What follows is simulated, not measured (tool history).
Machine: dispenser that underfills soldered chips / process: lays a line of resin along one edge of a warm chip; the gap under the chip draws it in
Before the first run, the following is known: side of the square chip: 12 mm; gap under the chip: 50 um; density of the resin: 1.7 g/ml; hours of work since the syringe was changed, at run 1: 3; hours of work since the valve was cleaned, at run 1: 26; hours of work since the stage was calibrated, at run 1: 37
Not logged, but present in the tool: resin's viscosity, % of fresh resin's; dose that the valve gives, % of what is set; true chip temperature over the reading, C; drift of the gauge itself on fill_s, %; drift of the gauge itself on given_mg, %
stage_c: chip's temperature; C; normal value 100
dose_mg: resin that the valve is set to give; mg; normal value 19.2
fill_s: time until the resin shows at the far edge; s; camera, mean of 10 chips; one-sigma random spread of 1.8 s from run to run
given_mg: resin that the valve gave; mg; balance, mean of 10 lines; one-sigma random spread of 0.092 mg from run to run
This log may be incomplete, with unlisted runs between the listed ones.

run,day,stage_c,dose_mg,hours of work since the syringe was changed,hours of work since the valve was cleaned,hours of work since the stage was calibrated,fill_s,given_mg
1,0,100,19.2,3,26,37,216.3,18.88
# day 0.154: new syringe of resin
2,0.246,100,19.7,2,30,41,192.3,19.23
# day 0.492: new syringe of resin
3,0.683,100,19.7,3,37,48,215.1,19.02
# day 0.833: new syringe of resin
# day 1.108: dispensing valve cleaned and set on the balance
4,1.154,100,19.9,5,1,55,236.4,19.67
# day 1.212: new syringe of resin
5,1.379,100,19.9,3,4,59,209.5,19.88
# day 1.567: new syringe of resin
6,1.633,100,19.9,1,9,63,186.2,19.76
# day 1.912: new syringe of resin
7,1.95,100,19.2,1,14,68,188.7,18.89
8,2.167,100,19.2,4,17,72,231.3,19
# day 2.258: new syringe of resin
9,2.504,91,19.2,4,23,78,332.6,18.69
# day 2.592: new syringe of resin
10,2.75,91,19.2,3,27,82,302.4,18.81
# day 2.942: new syringe of resin
11,2.979,91,19.2,1,31,85,271.1,18.56
# day 3.292: new syringe of resin
12,3.362,85,19.2,1,37,92,362.7,18.71
# day 3.633: new syringe of resin
# day 3.767: dispensing valve cleaned and set on the balance
13,3.767,85,19.2,2,0,98,365.1,19.27
14,3.983,85,19.2,5,4,101,458.5,19.31
# day 4.033: new syringe of resin
# day 4.388: new syringe of resin
15,4.45,85,19.2,1,11,109,362.6,19.15
# day 4.733: new syringe of resin
16,4.762,102,19.2,0,16,114,167.2,19.02
17,4.979,102,19.2,4,20,118,202.9,18.99
# day 5.062: new syringe of resin
18,5.333,98,19.9,5,26,123,246.6,19.57

Run 19, settings as shown, results not yet in. Your forecast:
# day 5.392: new syringe of resin
# day 5.717: new syringe of resin
19,5.783,106,17.4,1,33,131,?,?

For run 19 the tool returned fill_s 152.2 s, given_mg 17.03 mg.
The same run, on a tool lacking any hidden state, would have yielded fill_s 143.7 s, given_mg 17.45 mg.
